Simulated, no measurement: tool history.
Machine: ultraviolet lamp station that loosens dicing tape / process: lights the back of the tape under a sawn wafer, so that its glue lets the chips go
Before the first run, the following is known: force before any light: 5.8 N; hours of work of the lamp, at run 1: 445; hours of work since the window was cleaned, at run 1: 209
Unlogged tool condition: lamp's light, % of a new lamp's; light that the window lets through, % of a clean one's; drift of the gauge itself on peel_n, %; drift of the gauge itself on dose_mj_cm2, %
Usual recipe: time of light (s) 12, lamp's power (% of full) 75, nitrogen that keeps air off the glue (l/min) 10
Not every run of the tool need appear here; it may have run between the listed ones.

| run | hour | time of light (s) | lamp's power (% of full) | nitrogen that keeps air off the glue (l/min) | hours of work of the lamp | hours of work since the window was cleaned | force that peels the tape off (N) | light that reached the tape (mJ/cm2) |
|---|---|---|---|---|---|---|---|---|
| 1 | 0.0 | 12 | 75 | 10 | 445 | 209 | 0.256 | 452 |
| 2 | 76.6 | 12 | 75 | 5 | 480 | 244 | 0.427 | 452 |
| 3 | 122.8 | 19 | 75 | 10 | 501 | 265 | 0.179 | 709 |
| 4 | 183.2 | 19 | 75 | 10 | 528 | 292 | 0.166 | 716 |
| 5 | 236.0 | 13 | 75 | 10 | 552 | 316 | 0.233 | 487 |
| 6 | 296.8 | 13 | 75 | 10 | 580 | 344 | 0.225 | 489 |
| 7 | 338.7 | 12 | 75 | 10 | 599 | 363 | 0.258 | 450 |
| 8 | 385.3 | 12 | 75 | 10 | 620 | 384 | 0.264 | 448 |
| 9 | 437.4 | 12 | 75 | 10 | 644 | 408 | 0.265 | 448 |
| 10 | 482.2 | 12 | 75 | 10 | 664 | 428 | 0.268 | 453 |
| 11 | 526.8 | 12 | 75 | 10 | 685 | 449 | 0.254 | 449 |
|  | 540.3 | window cleaned of glue's vapour |
| 12 | 582.9 | 12 | 75 | 10 | 710 | 19 | 0.273 | 453 |
| 13 | 658.8 | 7 | 97 | 10 | 744 | 54 | 0.445 | 340 |
| 14 | 709.2 | 7 | 97 | 10 | 767 | 77 | 0.432 | 343 |
| 15 | 779.8 | 17 | 69 | 14 | 800 | 109 | 0.166 | 588 |
| 16 | 824.4 | 9 | 94 | 14 | 820 | 129 | 0.241 | 426 |
| 17 | 907.8 | 9 | 94 | 14 | 858 | 167 | 0.248 | 427 |
| 18 | 959.0 | 12 | 80 | 10 | 881 | 190 | 0.235 | 481 |
| 19 | 999.5 | 6 | 72 | 6 | 899 | 209 | 1.337 | 218 |
| 20 | 1039.3 | 16 | 98 | 9 | 918 | 227 | 0.158 | 787 |
| 21 | 1118.3 | 7 | 64 | 4 | 953 | 263 | 1.582 | 221 |

Alternative continuations, all from the tool just after run 21; predict every row:
| A | 1166.2 | 12 | 67 | 13 | 975 | 285 | ? | ? |
| B | 1166.2 | 9 | 64 | 4 | 975 | 285 | ? | ? |
| C | 1166.2 | 9 | 61 | 3 | 975 | 285 | ? | ? |
| D | 1166.2 | 12 | 75 | 7 | 975 | 285 | ? | ? |

| run | force that peels the tape off (N) | light that reached the tape (mJ/cm2) |
|---|---|---|
| A | 0.274 | 402 |
| B | 1.058 | 289 |
| C | 1.355 | 275 |
| D | 0.323 | 451 |
With the hidden condition removed and each run's random variation left untouched, the same runs would have given:
| run | force that peels the tape off (N) | light that reached the tape (mJ/cm2) |
|---|---|---|
| A | 0.274 | 403 |
| B | 1.056 | 289 |
| C | 1.352 | 276 |
| D | 0.322 | 452 |
